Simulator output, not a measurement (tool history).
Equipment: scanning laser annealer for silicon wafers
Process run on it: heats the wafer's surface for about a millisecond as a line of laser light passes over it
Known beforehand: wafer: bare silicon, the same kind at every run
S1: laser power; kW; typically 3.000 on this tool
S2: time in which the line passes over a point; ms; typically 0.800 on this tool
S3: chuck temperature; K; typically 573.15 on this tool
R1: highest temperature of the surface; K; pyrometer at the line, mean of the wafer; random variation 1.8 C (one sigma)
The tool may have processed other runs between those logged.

{"run": 1, "day": 0.0, "S1": 3.0, "S2": 0.8, "S3": 573.15, "R1": 1276.15}
{"run": 2, "day": 0.562, "S1": 3.0, "S2": 0.8, "S3": 573.15, "R1": 1278.15}
{"run": 3, "day": 1.2, "S1": 3.0, "S2": 0.8, "S3": 608.15, "R1": 1309.15}
{"run": 4, "day": 2.471, "S1": 3.0, "S2": 0.8, "S3": 608.15, "R1": 1312.15}
{"run": 5, "day": 3.642, "S1": 3.0, "S2": 0.8, "S3": 608.15, "R1": 1310.15}
{"run": 6, "day": 4.696, "S1": 3.0, "S2": 0.8, "S3": 608.15, "R1": 1306.15}
{"run": 7, "day": 5.746, "S1": 3.0, "S2": 0.8, "S3": 608.15, "R1": 1309.15}
{"run": 8, "day": 6.842, "S1": 3.0, "S2": 0.8, "S3": 608.15, "R1": 1312.15}
{"run": 9, "day": 7.379, "S1": 3.0, "S2": 0.8, "S3": 608.15, "R1": 1304.15}
{"run": 10, "day": 8.45, "S1": 3.0, "S2": 0.8, "S3": 608.15, "R1": 1304.15}
{"run": 11, "day": 9.488, "S1": 3.0, "S2": 0.8, "S3": 608.15, "R1": 1307.15}
{"run": 12, "day": 10.05, "S1": 3.0, "S2": 0.8, "S3": 608.15, "R1": 1306.15}
{"run": 13, "day": 11.238, "S1": 3.0, "S2": 0.8, "S3": 550.15, "R1": 1246.15}
{"run": 14, "day": 11.833, "S1": 3.0, "S2": 0.8, "S3": 550.15, "R1": 1246.15}
{"run": 15, "day": 12.617, "S1": 3.0, "S2": 0.8, "S3": 550.15, "R1": 1245.15}
{"run": 16, "day": 13.312, "S1": 3.0, "S2": 0.8, "S3": 550.15, "R1": 1243.15}
{"run": 17, "day": 14.238, "S1": 3.0, "S2": 0.8, "S3": 550.15, "R1": 1247.15}
{"run": 18, "day": 15.521, "S1": 3.0, "S2": 0.8, "S3": 550.15, "R1": 1244.15}
{"run": 19, "day": 16.792, "S1": 3.0, "S2": 0.8, "S3": 550.15, "R1": 1245.15}
{"run": 20, "day": 17.696, "S1": 3.0, "S2": 0.84, "S3": 535.15, "R1": 1248.15}
{"run": 21, "day": 18.842, "S1": 2.777, "S2": 0.84, "S3": 596.15, "R1": 1256.15}
{"day": 18.983, "done": "window over the wafer cleaned"}
{"run": 22, "day": 19.558, "S1": 2.777, "S2": 0.84, "S3": 596.15, "R1": 1250.15}
{"run": 23, "day": 20.167, "S1": 3.223, "S2": 0.815, "S3": 544.15, "R1": 1287.15}
{"run": 24, "day": 20.904, "S1": 3.223, "S2": 0.821, "S3": 544.15, "R1": 1288.15}
{"day": 21.208, "done": "window over the wafer cleaned, once more"}
{"run": 25, "day": 22.175, "S1": 3.175, "S2": 0.766, "S3": 573.15, "R1": 1298.15}
{"run": 26, "day": 23.333, "S1": 3.175, "S2": 0.766, "S3": 573.15, "R1": 1301.15}

Run 27, settings as shown, results not yet in. Your forecast:
{"run": 27, "day": 24.196, "S1": 3.175, "S2": 0.766, "S3": 573.15, "R1": "?"}

{"run 27": {"R1": 1300.15}}
Had the tool carried no hidden state, the very same run would have given R1 1316.15 K.

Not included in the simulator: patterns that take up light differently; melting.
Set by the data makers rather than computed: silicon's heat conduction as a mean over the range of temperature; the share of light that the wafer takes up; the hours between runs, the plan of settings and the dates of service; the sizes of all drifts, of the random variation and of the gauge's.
